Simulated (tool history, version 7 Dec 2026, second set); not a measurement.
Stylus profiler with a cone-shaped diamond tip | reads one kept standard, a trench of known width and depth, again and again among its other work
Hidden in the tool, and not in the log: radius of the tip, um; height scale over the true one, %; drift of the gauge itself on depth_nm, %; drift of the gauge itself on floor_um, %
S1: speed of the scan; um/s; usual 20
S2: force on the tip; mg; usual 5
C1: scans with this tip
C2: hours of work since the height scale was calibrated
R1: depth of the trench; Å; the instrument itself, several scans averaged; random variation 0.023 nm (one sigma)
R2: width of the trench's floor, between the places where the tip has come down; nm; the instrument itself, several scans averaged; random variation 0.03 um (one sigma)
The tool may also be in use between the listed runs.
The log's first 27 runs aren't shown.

run,hour,S1,S2,C1,C2,R1,R2
28,1163,55,4.26,2744,210,1023.8,98170
29,1203.2,41,4.26,3156,242,1023.1,98150
30,1250.2,35,5.06,3637,279,1025.8,98110
31,1297.8,20,2.55,4124,316,1016.1,98120
32,1352.1,6,6.45,4679,358,1030,98150
33,1405.4,12,11.28,5225,400,1044.1,98100
34,1433.4,30,6.42,5511,422,1030,97990
35,1458.6,30,6.42,5769,442,1029.6,97920
36,1508,44,5,6274,480,1024.6,97740
37,1566.2,6,2.68,6870,526,1015.7,97860
38,1608.5,10,4.93,7303,559,1024.3,97850
39,1655.8,55,11.7,7787,596,1044.6,97700
40,1696.9,51,13.54,8207,629,1048.6,97680

4 ways to go on from here, each from the tool as it stands after run 40. What would each give?
A,1729.3,36,14.8,8539,654,?,?
B,1729.3,43,14.21,8539,654,?,?
C,1729.3,39,3.27,8539,654,?,?
D,1729.3,49,5,8539,654,?,?

run,R1,R2
A,1052.1,97710
B,1050.5,97700
C,1017.5,97600
D,1024.3,97560
Without the tool's hidden state the same runs would have given:
run,R1,R2
A,1054.4,98690
B,1052.8,98680
C,1019.7,98580
D,1026.5,98540
